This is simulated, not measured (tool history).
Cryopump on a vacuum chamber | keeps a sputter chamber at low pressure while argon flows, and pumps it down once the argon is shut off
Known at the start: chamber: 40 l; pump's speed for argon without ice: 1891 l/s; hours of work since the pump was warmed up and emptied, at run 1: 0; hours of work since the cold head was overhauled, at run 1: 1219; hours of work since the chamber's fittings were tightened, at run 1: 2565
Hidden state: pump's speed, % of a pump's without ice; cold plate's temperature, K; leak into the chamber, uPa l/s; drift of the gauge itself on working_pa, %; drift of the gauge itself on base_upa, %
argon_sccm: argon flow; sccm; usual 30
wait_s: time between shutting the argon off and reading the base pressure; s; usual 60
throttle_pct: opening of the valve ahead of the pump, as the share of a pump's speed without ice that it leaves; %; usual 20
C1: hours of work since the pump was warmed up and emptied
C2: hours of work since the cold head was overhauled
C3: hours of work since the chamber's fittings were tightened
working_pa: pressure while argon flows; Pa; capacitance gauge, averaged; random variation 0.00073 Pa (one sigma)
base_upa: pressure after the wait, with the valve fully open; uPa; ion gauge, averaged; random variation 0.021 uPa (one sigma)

{"run": 1, "day": 0.0, "argon_sccm": 30, "wait_s": 60, "throttle_pct": 20, "C1": 0, "C2": 1219, "C3": 2565, "working_pa": 0.1359, "base_upa": 1.91}
{"run": 2, "day": 1.204, "argon_sccm": 30, "wait_s": 60, "throttle_pct": 20, "C1": 22, "C2": 1240, "C3": 2587, "working_pa": 0.1352, "base_upa": 1.97}
{"day": 2.2, "done": "leaking fittings of the chamber tightened, without venting"}
{"run": 3, "day": 3.354, "argon_sccm": 30, "wait_s": 60, "throttle_pct": 20, "C1": 59, "C2": 1278, "C3": 21, "working_pa": 0.1369, "base_upa": 0.48}
{"run": 4, "day": 5.029, "argon_sccm": 30, "wait_s": 60, "throttle_pct": 20, "C1": 89, "C2": 1308, "C3": 51, "working_pa": 0.1356, "base_upa": 0.54}
{"run": 5, "day": 6.938, "argon_sccm": 30, "wait_s": 60, "throttle_pct": 20, "C1": 124, "C2": 1342, "C3": 85, "working_pa": 0.135, "base_upa": 0.55}
{"run": 6, "day": 8.888, "argon_sccm": 30, "wait_s": 46, "throttle_pct": 20, "C1": 159, "C2": 1377, "C3": 121, "working_pa": 0.1379, "base_upa": 0.67}
{"run": 7, "day": 10.271, "argon_sccm": 30, "wait_s": 60, "throttle_pct": 31, "C1": 184, "C2": 1402, "C3": 146, "working_pa": 0.0895, "base_upa": 0.56}
{"run": 8, "day": 11.504, "argon_sccm": 30, "wait_s": 60, "throttle_pct": 15, "C1": 206, "C2": 1425, "C3": 168, "working_pa": 0.1817, "base_upa": 0.61}
{"run": 9, "day": 13.4, "argon_sccm": 30, "wait_s": 60, "throttle_pct": 15, "C1": 240, "C2": 1459, "C3": 202, "working_pa": 0.1844, "base_upa": 0.61}
{"run": 10, "day": 14.821, "argon_sccm": 30, "wait_s": 60, "throttle_pct": 20, "C1": 266, "C2": 1484, "C3": 228, "working_pa": 0.1379, "base_upa": 0.66}
{"run": 11, "day": 16.596, "argon_sccm": 30, "wait_s": 60, "throttle_pct": 23, "C1": 298, "C2": 1516, "C3": 260, "working_pa": 0.124, "base_upa": 0.66}
{"run": 12, "day": 18.338, "argon_sccm": 24, "wait_s": 20, "throttle_pct": 32, "C1": 329, "C2": 1548, "C3": 291, "working_pa": 0.072, "base_upa": 1.29}
{"run": 13, "day": 19.254, "argon_sccm": 34, "wait_s": 20, "throttle_pct": 44, "C1": 346, "C2": 1564, "C3": 308, "working_pa": 0.0761, "base_upa": 1.35}
{"run": 14, "day": 20.996, "argon_sccm": 30, "wait_s": 151, "throttle_pct": 24, "C1": 377, "C2": 1596, "C3": 339, "working_pa": 0.1179, "base_upa": 0.54}
{"day": 21.338, "done": "pump warmed up, emptied and cooled again"}
{"run": 15, "day": 22.096, "argon_sccm": 13, "wait_s": 60, "throttle_pct": 15, "C1": 14, "C2": 1612, "C3": 355, "working_pa": 0.0781, "base_upa": 0.68}
{"run": 16, "day": 24.004, "argon_sccm": 28, "wait_s": 60, "throttle_pct": 16, "C1": 48, "C2": 1646, "C3": 389, "working_pa": 0.1562, "base_upa": 0.72}
{"run": 17, "day": 25.462, "argon_sccm": 28, "wait_s": 60, "throttle_pct": 16, "C1": 74, "C2": 1673, "C3": 416, "working_pa": 0.1587, "base_upa": 0.7}
{"run": 18, "day": 27.604, "argon_sccm": 30, "wait_s": 22, "throttle_pct": 40, "C1": 113, "C2": 1711, "C3": 454, "working_pa": 0.0699, "base_upa": 1.28}
{"run": 19, "day": 29.65, "argon_sccm": 30, "wait_s": 22, "throttle_pct": 40, "C1": 150, "C2": 1748, "C3": 491, "working_pa": 0.0695, "base_upa": 1.28}
{"run": 20, "day": 31.7, "argon_sccm": 30, "wait_s": 30, "throttle_pct": 41, "C1": 187, "C2": 1785, "C3": 528, "working_pa": 0.0688, "base_upa": 1.09}

Forecast run 21:
{"run": 21, "day": 33.054, "argon_sccm": 55, "wait_s": 140, "throttle_pct": 49, "C1": 211, "C2": 1809, "C3": 553, "working_pa": "?", "base_upa": "?"}

{"run 21": {"working_pa": 0.1069, "base_upa": 0.68}}
Without the tool's hidden state the same run would have given working_pa 0.1000 Pa, base_upa 0.31 uPa.

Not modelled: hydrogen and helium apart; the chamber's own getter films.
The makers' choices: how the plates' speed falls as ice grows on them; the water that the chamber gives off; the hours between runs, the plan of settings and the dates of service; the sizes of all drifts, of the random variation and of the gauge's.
